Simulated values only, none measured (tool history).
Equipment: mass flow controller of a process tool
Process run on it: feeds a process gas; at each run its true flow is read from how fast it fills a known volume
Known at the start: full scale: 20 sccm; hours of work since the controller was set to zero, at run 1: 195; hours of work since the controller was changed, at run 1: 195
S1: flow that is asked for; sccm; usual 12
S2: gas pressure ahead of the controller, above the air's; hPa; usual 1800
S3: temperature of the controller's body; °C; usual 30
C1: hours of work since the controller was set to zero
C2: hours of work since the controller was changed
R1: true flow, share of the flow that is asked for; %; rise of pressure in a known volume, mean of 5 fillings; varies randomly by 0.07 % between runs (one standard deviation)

run    hour  S1    S2  S3    C1    C2      R1
  1     0.0  12  1800  30   195   195   99.17
  2    64.9  12  1800  30   216   216   99.31
  3   144.0  12  1800  30   243   243   99.20
  4   201.1  12  1660  30   262   262   99.37
  5   253.0  12  1660  30   279   279   99.41
  6   336.6  12  1460  30   307   307   99.46
  7   394.1   5  1460  30   326   326   98.86
  8   484.9  12  1800  30   356   356   99.34
  9   529.4  12  1800  23   371   371   99.60
 10   611.4  12  1800  30   398   398   99.46
 11   660.9  12  1800  30   414   414   99.38
 12   728.2  12  1800  30   437   437   99.28
 13   823.6  12  1800  30   468   468   99.33
 14   878.6  12  1800  30   487   487   99.34
 15   968.3  12  1800  30   516   516   99.40
 16  1036.7  12  1800  30   539   539   99.51
 17  1107.0  12  1800  30   563   563   99.46
 18  1158.2  12  1800  30   580   580   99.66
 19  1254.3  12  1800  30   611   611   99.51
 20  1332.7  12  1800  30   637   637   99.61
 21  1398.4  12  1750  30   659   659   99.57
 22  1486.7  12  1800  30   689   689   99.65
 23  1550.1  12  1800  30   710   710   99.52
 24  1596.7  20  1890  20   725   725  100.67
 25  1677.5  14  1450  39   752   752   99.79
 26  1743.2  14  1450  37   774   774   99.85
 27  1805.4  12  1790  33   795   795   99.63
 28  1845.2  12  1790  33   808   808   99.60
 29  1930.5  12  1790  33   836   836   99.50
 30  1987.1  12  1790  33   855   855   99.72
 31  2060.8  12  1480  30   879   879   99.87
 32  2156.1  12  1480  30   911   911   99.95
 33  2200.5  12  2550  31   926   926   99.27
 34  2253.5  17  1410  20   943   943  100.80
 35  2335.0  18  1410  34   971   971  100.55
 36  2401.7  11  1790  26   993   993   99.90
 37  2486.9   2  1790  22  1021  1021  100.60
 38  2530.0  14  2560  30  1035  1035   99.56
 39  2571.5   5  2590  23  1049  1049   99.32
 40  2616.8   9  1680  30  1064  1064   99.71
 41  2663.8  12  1610  31  1080  1080   99.89
 42  2747.7  12  2640  37  1108  1108   99.13
 43  2808.6  11  1800  38  1128  1128   99.56

Alternative continuations, all from the tool just after run 43; predict every row:
  A  2890.9   5  2170  39  1155  1155   ?
  B  2890.9   7  1800  38  1155  1155   ?
  C  2890.9  11  1820  31  1155  1155   ?
  D  2890.9   3  1800  38  1155  1155   ?

run     R1
  A  99.01
  B  99.26
  C  99.79
  D  99.68
Stripped of hidden state, with their random variation kept, the same runs would have yielded:
run     R1
  A  97.54
  B  98.05
  C  98.81
  D  97.60

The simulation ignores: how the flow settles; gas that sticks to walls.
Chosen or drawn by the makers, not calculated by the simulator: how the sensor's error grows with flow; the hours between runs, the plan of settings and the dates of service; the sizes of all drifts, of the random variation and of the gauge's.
